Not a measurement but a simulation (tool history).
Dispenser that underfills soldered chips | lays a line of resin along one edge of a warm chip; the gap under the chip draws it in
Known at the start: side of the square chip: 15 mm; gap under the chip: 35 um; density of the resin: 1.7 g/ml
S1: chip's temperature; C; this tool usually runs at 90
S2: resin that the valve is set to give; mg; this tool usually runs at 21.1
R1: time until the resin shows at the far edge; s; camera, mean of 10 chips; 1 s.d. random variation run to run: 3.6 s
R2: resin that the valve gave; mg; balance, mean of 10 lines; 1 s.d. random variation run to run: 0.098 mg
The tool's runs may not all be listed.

| run | hour | S1 | S2 | R1 | R2 |
|---|---|---|---|---|---|
| 1 | 0 | 90 | 21.1 | 375.3 | 21.05 |
| 2 | 8.9 | 81 | 21.1 | 768.8 | 20.78 |
|  | 13 | new syringe of resin |
| 3 | 17.6 | 81 | 21.1 | 609.9 | 20.75 |
|  | 26.8 | new syringe of resin |
| 4 | 26.8 | 90 | 21.1 | 366.9 | 20.47 |
|  | 40.1 | new syringe of resin |
| 5 | 42.4 | 82 | 21.1 | 516.7 | 20.15 |
| 6 | 51.8 | 90 | 23.4 | 661.5 | 22.31 |
|  | 54 | new syringe of resin |
| 7 | 62.9 | 90 | 23.4 | 571.5 | 22.07 |
|  | 67.2 | new syringe of resin |
| 8 | 73 | 90 | 23.4 | 498.1 | 21.91 |
|  | 81 | new syringe of resin |
| 9 | 82.4 | 90 | 23.4 | 394.3 | 21.73 |
| 10 | 92.5 | 90 | 23.4 | 651.1 | 21.64 |
|  | 94.9 | new syringe of resin |
| 11 | 106.6 | 90 | 23.4 | 659.4 | 21.51 |
|  | 108.7 | new syringe of resin |
|  | 117 | dispensing valve cleaned and set on the balance |
|  | 123.1 | new syringe of resin |
| 12 | 123.8 | 90 | 21.1 | 384.8 | 21.04 |
| 13 | 130.5 | 90 | 21.1 | 537.5 | 20.86 |
|  | 136.3 | new syringe of resin |
| 14 | 141.9 | 90 | 25.9 | 489.2 | 25.73 |
|  | 150.5 | new syringe of resin |
| 15 | 155.3 | 90 | 25.9 | 481.3 | 25.16 |
| 16 | 162.2 | 90 | 25.9 | 683.3 | 25 |
|  | 163.7 | new syringe of resin |
|  | 177.8 | new syringe of resin |
| 17 | 178.1 | 90 | 18.3 | 398 | 17.58 |
|  | 191.5 | new syringe of resin |
| 18 | 193.8 | 80 | 21.1 | 580.8 | 20.11 |
| 19 | 203.9 | 80 | 21.1 | 933 | 19.82 |
|  | 205.7 | new syringe of resin |
| 20 | 213 | 80 | 21.1 | 753 | 19.55 |
|  | 218.9 | new syringe of resin |
| 21 | 224.4 | 80 | 21.1 | 675.4 | 19.61 |
|  | 232.1 | new syringe of resin |
| 22 | 232.1 | 95 | 21.1 | 340.9 | 19.5 |
|  | 237.9 | dispensing valve cleaned and set on the balance |
| 23 | 245.7 | 101 | 25.1 | 525.2 | 25.1 |
|  | 247 | new syringe of resin |
| 24 | 257.4 | 102 | 21.5 | 459.1 | 21.1 |
|  | 260.9 | new syringe of resin |
|  | 267.7 | stage's temperature calibrated |
| 25 | 273.8 | 103 | 25 | 448.7 | 24.36 |
|  | 275.9 | new syringe of resin |
| 26 | 284.7 | 91 | 23.1 | 533.7 | 22.17 |
|  | 289.6 | new syringe of resin |
| 27 | 291.6 | 91 | 23.1 | 383.2 | 22.11 |
| 28 | 300 | 90 | 20 | 614 | 19.05 |
|  | 302.9 | new syringe of resin |
| 29 | 309.2 | 90 | 20 | 508.1 | 18.91 |
|  | 316.4 | new syringe of resin |
| 30 | 316.4 | 90 | 20 | 364.7 | 19.06 |
| 31 | 322.9 | 90 | 20 | 524.8 | 18.68 |
|  | 330.5 | new syringe of resin |
| 32 | 337.9 | 78 | 26.6 | 714.3 | 24.59 |
|  | 343.7 | new syringe of resin |
| 33 | 350.6 | 103 | 20.6 | 366.9 | 18.88 |

Each row is a separate what-if for the run after 33, all from the same tool condition, not one after another. Results?
|  | 357.8 | new syringe of resin |
|  | 360.5 | dispensing valve cleaned and set on the balance |
| A | 364.3 | 96 | 24.2 | ? | ? |
|  | 357.8 | new syringe of resin |
|  | 360.5 | dispensing valve cleaned and set on the balance |
| B | 364.3 | 76 | 18 | ? | ? |
|  | 357.8 | new syringe of resin |
|  | 360.5 | dispensing valve cleaned and set on the balance |
| C | 364.3 | 105 | 20.6 | ? | ? |
|  | 357.8 | new syringe of resin |
|  | 360.5 | dispensing valve cleaned and set on the balance |
| D | 364.3 | 84 | 25.3 | ? | ? |
|  | 357.8 | new syringe of resin |
|  | 360.5 | dispensing valve cleaned and set on the balance |
| E | 364.3 | 103 | 21.2 | ? | ? |

| run | R1 | R2 |
|---|---|---|
| A | 401.1 | 24.02 |
| B | 765.4 | 18.04 |
| C | 324.2 | 20.49 |
| D | 572.4 | 25.53 |
| E | 342 | 21.09 |
Had the tool no hidden state, the same runs would have come out as:
| run | R1 | R2 |
|---|---|---|
| A | 297 | 24.04 |
| B | 565.3 | 18.06 |
| C | 240.3 | 20.51 |
| D | 423.2 | 25.55 |
| E | 253.2 | 21.1 |
